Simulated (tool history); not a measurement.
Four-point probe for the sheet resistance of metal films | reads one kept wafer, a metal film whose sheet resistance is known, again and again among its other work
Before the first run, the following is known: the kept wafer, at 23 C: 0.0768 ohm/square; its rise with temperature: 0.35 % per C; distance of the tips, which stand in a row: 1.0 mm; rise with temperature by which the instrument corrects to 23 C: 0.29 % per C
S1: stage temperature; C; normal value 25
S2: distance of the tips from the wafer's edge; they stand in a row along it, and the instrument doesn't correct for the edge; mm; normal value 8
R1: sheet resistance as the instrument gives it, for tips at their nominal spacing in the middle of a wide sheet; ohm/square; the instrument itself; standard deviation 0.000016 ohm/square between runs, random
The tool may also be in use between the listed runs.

run 1 day=0 | S1=25 S2=8 | R1=0.076693
run 2 day=4.221 | S1=25 S2=8 | R1=0.076674
run 3 day=6.575 | S1=25 S2=8 | R1=0.076648
run 4 day=9.583 | S1=25 S2=40 | R1=0.076032
run 5 day=12.775 | S1=25 S2=40 | R1=0.075961
run 6 day=15.346 | S1=25 S2=40 | R1=0.075941
-- day=15.738 new probe head fitted
-- day=15.758 stage's thermometer calibrated
run 7 day=18.288 | S1=25 S2=26 | R1=0.076991
run 8 day=20.175 | S1=25 S2=26 | R1=0.07697
run 9 day=23.204 | S1=25 S2=4 | R1=0.079397
run 10 day=25.133 | S1=25 S2=8 | R1=0.077484
run 11 day=27.325 | S1=27 S2=9 | R1=0.07744
run 12 day=31.104 | S1=33 S2=5 | R1=0.078749
run 13 day=33.812 | S1=29 S2=5 | R1=0.078602
-- day=36.438 stage's thermometer calibrated, once more
run 14 day=36.438 | S1=25 S2=7 | R1=0.077632
run 15 day=39.2 | S1=25 S2=7 | R1=0.077628
run 16 day=41.279 | S1=25 S2=7 | R1=0.077609
run 17 day=45.258 | S1=25 S2=7 | R1=0.077548
run 18 day=48.588 | S1=25 S2=7 | R1=0.077558
run 19 day=50.571 | S1=25 S2=21 | R1=0.076774

Branching from run 19: 3 alternative next runs. What would each branch give?
run A day=54.454 | S1=25 S2=48 | R1=?
run B day=54.454 | S1=32 S2=4 | R1=?
run C day=54.454 | S1=19 S2=21 | R1=?

run=A R1=0.076678
run=B R1=0.079451
run=C R1=0.076492
Stripped of hidden state, with their random variation kept, the same runs would have yielded:
run=A R1=0.076904
run=B R1=0.079683
run=C R1=0.076719
